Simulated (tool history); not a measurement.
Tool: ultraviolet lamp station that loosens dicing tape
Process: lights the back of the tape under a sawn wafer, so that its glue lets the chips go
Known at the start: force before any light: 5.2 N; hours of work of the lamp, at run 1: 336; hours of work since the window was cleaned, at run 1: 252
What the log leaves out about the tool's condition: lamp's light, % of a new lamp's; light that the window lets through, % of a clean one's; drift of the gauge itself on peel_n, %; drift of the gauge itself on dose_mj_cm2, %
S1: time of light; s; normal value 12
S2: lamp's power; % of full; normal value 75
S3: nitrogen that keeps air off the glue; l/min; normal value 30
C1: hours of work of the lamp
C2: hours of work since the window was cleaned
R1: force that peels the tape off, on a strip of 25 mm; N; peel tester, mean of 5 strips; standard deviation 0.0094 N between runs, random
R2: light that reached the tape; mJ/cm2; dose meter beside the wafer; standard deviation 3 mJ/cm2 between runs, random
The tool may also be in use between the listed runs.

{"run": 1, "hour": 0.0, "S1": 12, "S2": 75, "S3": 30, "C1": 336, "C2": 252, "R1": 0.561, "R2": 383}
{"run": 2, "hour": 10.6, "S1": 12, "S2": 75, "S3": 30, "C1": 344, "C2": 260, "R1": 0.556, "R2": 376}
{"run": 3, "hour": 21.1, "S1": 12, "S2": 75, "S3": 30, "C1": 352, "C2": 268, "R1": 0.556, "R2": 376}
{"run": 4, "hour": 31.2, "S1": 12, "S2": 75, "S3": 30, "C1": 359, "C2": 276, "R1": 0.58, "R2": 370}
{"run": 5, "hour": 39.0, "S1": 6, "S2": 75, "S3": 30, "C1": 365, "C2": 282, "R1": 1.601, "R2": 188}
{"run": 6, "hour": 48.7, "S1": 6, "S2": 75, "S3": 9, "C1": 373, "C2": 289, "R1": 2.334, "R2": 183}
{"run": 7, "hour": 60.7, "S1": 6, "S2": 75, "S3": 9, "C1": 382, "C2": 298, "R1": 2.35, "R2": 189}
{"run": 8, "hour": 67.1, "S1": 6, "S2": 75, "S3": 9, "C1": 387, "C2": 303, "R1": 2.242, "R2": 186}
{"run": 9, "hour": 74.2, "S1": 12, "S2": 75, "S3": 30, "C1": 392, "C2": 309, "R1": 0.59, "R2": 375}
{"run": 10, "hour": 85.9, "S1": 12, "S2": 75, "S3": 30, "C1": 401, "C2": 317, "R1": 0.586, "R2": 365}
{"run": 11, "hour": 91.4, "S1": 12, "S2": 75, "S3": 21, "C1": 405, "C2": 322, "R1": 0.689, "R2": 370}
{"run": 12, "hour": 98.4, "S1": 12, "S2": 75, "S3": 21, "C1": 411, "C2": 327, "R1": 0.698, "R2": 368}
{"run": 13, "hour": 103.8, "S1": 12, "S2": 75, "S3": 21, "C1": 415, "C2": 331, "R1": 0.709, "R2": 366}
{"run": 14, "hour": 112.3, "S1": 18, "S2": 75, "S3": 30, "C1": 421, "C2": 338, "R1": 0.278, "R2": 537}
{"run": 15, "hour": 120.1, "S1": 18, "S2": 75, "S3": 30, "C1": 427, "C2": 343, "R1": 0.272, "R2": 546}
{"run": 16, "hour": 129.5, "S1": 18, "S2": 75, "S3": 30, "C1": 434, "C2": 351, "R1": 0.276, "R2": 540}
{"run": 17, "hour": 137.7, "S1": 18, "S2": 75, "S3": 30, "C1": 440, "C2": 357, "R1": 0.28, "R2": 535}
{"run": 18, "hour": 144.2, "S1": 18, "S2": 75, "S3": 30, "C1": 445, "C2": 362, "R1": 0.279, "R2": 538}
{"run": 19, "hour": 153.5, "S1": 18, "S2": 75, "S3": 30, "C1": 452, "C2": 369, "R1": 0.296, "R2": 535}
{"run": 20, "hour": 163.4, "S1": 18, "S2": 75, "S3": 30, "C1": 460, "C2": 376, "R1": 0.295, "R2": 523}
{"run": 21, "hour": 169.3, "S1": 18, "S2": 75, "S3": 30, "C1": 464, "C2": 381, "R1": 0.293, "R2": 531}
{"run": 22, "hour": 178.5, "S1": 12, "S2": 77, "S3": 30, "C1": 471, "C2": 388, "R1": 0.588, "R2": 362}
{"run": 23, "hour": 191.3, "S1": 8, "S2": 77, "S3": 19, "C1": 481, "C2": 398, "R1": 1.384, "R2": 239}
{"run": 24, "hour": 199.1, "S1": 8, "S2": 97, "S3": 19, "C1": 487, "C2": 404, "R1": 1.034, "R2": 301}
{"run": 25, "hour": 208.2, "S1": 18, "S2": 75, "S3": 18, "C1": 494, "C2": 410, "R1": 0.371, "R2": 524}
{"run": 26, "hour": 214.7, "S1": 18, "S2": 75, "S3": 18, "C1": 499, "C2": 415, "R1": 0.4, "R2": 523}
{"run": 27, "hour": 222.7, "S1": 11, "S2": 98, "S3": 34, "C1": 505, "C2": 421, "R1": 0.431, "R2": 413}
{"run": 28, "hour": 228.7, "S1": 20, "S2": 75, "S3": 25, "C1": 510, "C2": 426, "R1": 0.294, "R2": 579}
{"run": 29, "hour": 236.6, "S1": 20, "S2": 75, "S3": 25, "C1": 516, "C2": 432, "R1": 0.269, "R2": 576}
{"run": 30, "hour": 245.1, "S1": 9, "S2": 93, "S3": 26, "C1": 522, "C2": 438, "R1": 0.807, "R2": 319}
{"run": 31, "hour": 257.2, "S1": 9, "S2": 93, "S3": 26, "C1": 531, "C2": 448, "R1": 0.793, "R2": 319}
{"run": 32, "hour": 262.8, "S1": 20, "S2": 66, "S3": 41, "C1": 535, "C2": 452, "R1": 0.276, "R2": 501}
{"run": 33, "hour": 271.0, "S1": 20, "S2": 87, "S3": 28, "C1": 542, "C2": 458, "R1": 0.207, "R2": 651}
{"hour": 280.5, "done": "window cleaned of glue's vapour"}
{"run": 34, "hour": 282.1, "S1": 7, "S2": 81, "S3": 34, "C1": 550, "C2": 1, "R1": 1.104, "R2": 240}
{"run": 35, "hour": 291.1, "S1": 23, "S2": 75, "S3": 30, "C1": 557, "C2": 8, "R1": 0.183, "R2": 724}
{"run": 36, "hour": 299.2, "S1": 23, "S2": 75, "S3": 30, "C1": 563, "C2": 14, "R1": 0.187, "R2": 730}
{"run": 37, "hour": 310.5, "S1": 8, "S2": 85, "S3": 17, "C1": 571, "C2": 23, "R1": 1.147, "R2": 286}
{"run": 38, "hour": 319.7, "S1": 12, "S2": 78, "S3": 15, "C1": 578, "C2": 30, "R1": 0.78, "R2": 388}
{"run": 39, "hour": 326.6, "S1": 12, "S2": 64, "S3": 28, "C1": 584, "C2": 35, "R1": 0.759, "R2": 318}
{"run": 40, "hour": 335.1, "S1": 12, "S2": 68, "S3": 9, "C1": 590, "C2": 41, "R1": 1.212, "R2": 339}
{"run": 41, "hour": 340.7, "S1": 12, "S2": 68, "S3": 9, "C1": 594, "C2": 46, "R1": 1.192, "R2": 337}
{"run": 42, "hour": 346.2, "S1": 14, "S2": 75, "S3": 30, "C1": 598, "C2": 50, "R1": 0.415, "R2": 430}
{"run": 43, "hour": 357.6, "S1": 16, "S2": 94, "S3": 26, "C1": 607, "C2": 59, "R1": 0.248, "R2": 610}
{"run": 44, "hour": 366.2, "S1": 16, "S2": 94, "S3": 26, "C1": 614, "C2": 65, "R1": 0.243, "R2": 613}

Alternative continuations, all from the tool just after run 44; predict every row:
{"run": "A", "hour": 377.7, "S1": 16, "S2": 94, "S3": 13, "C1": 622, "C2": 74, "R1": "?", "R2": "?"}
{"run": "B", "hour": 377.7, "S1": 9, "S2": 61, "S3": 10, "C1": 622, "C2": 74, "R1": "?", "R2": "?"}
{"run": "C", "hour": 377.7, "S1": 22, "S2": 75, "S3": 30, "C1": 622, "C2": 74, "R1": "?", "R2": "?"}

run=A R1=0.355 R2=612
run=B R1=1.908 R2=223
run=C R1=0.203 R2=665
Without the tool's unlogged condition, the same runs would have read:
run=A R1=0.246 R2=750
run=B R1=1.534 R2=273
run=C R1=0.166 R2=816
